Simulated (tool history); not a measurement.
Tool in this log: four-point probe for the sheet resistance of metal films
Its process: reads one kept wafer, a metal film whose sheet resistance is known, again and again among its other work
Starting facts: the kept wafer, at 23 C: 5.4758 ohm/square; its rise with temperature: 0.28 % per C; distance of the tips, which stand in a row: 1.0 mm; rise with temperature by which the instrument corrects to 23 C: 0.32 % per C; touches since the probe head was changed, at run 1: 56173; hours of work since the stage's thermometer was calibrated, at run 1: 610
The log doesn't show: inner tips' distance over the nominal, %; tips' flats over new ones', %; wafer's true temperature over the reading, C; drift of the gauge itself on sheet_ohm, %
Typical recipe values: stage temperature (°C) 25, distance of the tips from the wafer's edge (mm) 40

| run | hour | stage temperature (°C) | distance of the tips from the wafer's edge (mm) | touches since the probe head was changed | hours of work since the stage's thermometer was calibrated | sheet resistance as the instrument gives it (ohm/square) |
|---|---|---|---|---|---|---|
| 1 | 0.0 | 25 | 40 | 56173 | 610 | 5.449891 |
| 2 | 72.9 | 25 | 4 | 58432 | 643 | 5.626233 |
| 3 | 152.1 | 25 | 4 | 60883 | 678 | 5.624312 |
| 4 | 244.1 | 25 | 40 | 63734 | 720 | 5.449195 |
| 5 | 302.8 | 25 | 40 | 65551 | 746 | 5.445933 |
| 6 | 384.4 | 34 | 40 | 68078 | 783 | 5.429839 |
| 7 | 473.3 | 34 | 40 | 70830 | 823 | 5.429990 |
| 8 | 564.0 | 34 | 40 | 73640 | 864 | 5.427373 |
| 9 | 636.8 | 34 | 40 | 75893 | 896 | 5.424935 |
| 10 | 718.1 | 34 | 40 | 78412 | 933 | 5.426309 |
| 11 | 776.7 | 19 | 40 | 80226 | 959 | 5.451973 |
|  | 781.3 | stage's thermometer calibrated |
| 12 | 838.0 | 19 | 40 | 82110 | 25 | 5.454102 |
| 13 | 921.7 | 25 | 40 | 84702 | 63 | 5.440013 |
| 14 | 993.1 | 25 | 40 | 86912 | 95 | 5.439110 |
| 15 | 1083.3 | 25 | 45 | 89707 | 136 | 5.438071 |
| 16 | 1129.1 | 25 | 33 | 91125 | 156 | 5.438071 |
| 17 | 1185.3 | 18 | 40 | 92864 | 182 | 5.450603 |
|  | 1200.9 | stage's thermometer calibrated, once more |
| 18 | 1258.4 | 18 | 40 | 95112 | 26 | 5.440631 |
| 19 | 1333.4 | 18 | 40 | 97434 | 60 | 5.441823 |
| 20 | 1419.2 | 18 | 40 | 100093 | 98 | 5.440412 |
| 21 | 1512.8 | 25 | 43 | 102991 | 140 | 5.425535 |
| 22 | 1605.6 | 25 | 43 | 105866 | 182 | 5.423472 |
| 23 | 1666.8 | 30 | 4 | 107759 | 210 | 5.590272 |
| 24 | 1710.0 | 30 | 4 | 109098 | 229 | 5.588090 |
| 25 | 1784.3 | 25 | 14 | 111398 | 262 | 5.435785 |
| 26 | 1864.3 | 21 | 47 | 113876 | 298 | 5.428786 |
| 27 | 1911.9 | 21 | 47 | 115351 | 320 | 5.428999 |
| 28 | 1979.0 | 21 | 47 | 117428 | 350 | 5.427517 |
| 29 | 2053.6 | 19 | 19 | 119738 | 384 | 5.436533 |
| 30 | 2120.1 | 23 | 3 | 121797 | 413 | 5.726057 |
| 31 | 2182.5 | 19 | 11 | 123730 | 442 | 5.452472 |
| 32 | 2261.9 | 33 | 44 | 126189 | 477 | 5.400945 |
| 33 | 2305.3 | 33 | 44 | 127534 | 497 | 5.403443 |
| 34 | 2354.7 | 21 | 32 | 129064 | 519 | 5.424486 |
| 35 | 2412.5 | 18 | 40 | 130853 | 545 | 5.429864 |
| 36 | 2497.6 | 34 | 40 | 133489 | 583 | 5.399619 |
| 37 | 2585.3 | 27 | 42 | 136204 | 623 | 5.409636 |
| 38 | 2658.1 | 31 | 40 | 138457 | 655 | 5.401598 |
| 39 | 2707.4 | 31 | 40 | 139984 | 678 | 5.399729 |
| 40 | 2767.9 | 19 | 14 | 141859 | 705 | 5.436364 |

Consider 3 possible next runs. They are alternatives, not a sequence: every one starts from the tool as it was left by run 40. What does each give?
| A | 2831.9 | 19 | 32 | 143839 | 734 | ? |
| B | 2831.9 | 24 | 41 | 143839 | 734 | ? |
| C | 2831.9 | 28 | 7 | 143839 | 734 | ? |

| run | sheet resistance as the instrument gives it (ohm/square) |
|---|---|
| A | 5.422364 |
| B | 5.412756 |
| C | 5.462588 |
With no hidden state in the tool, these same runs would have given:
| run | sheet resistance as the instrument gives it (ohm/square) |
|---|---|
| A | 5.485892 |
| B | 5.476231 |
| C | 5.526639 |
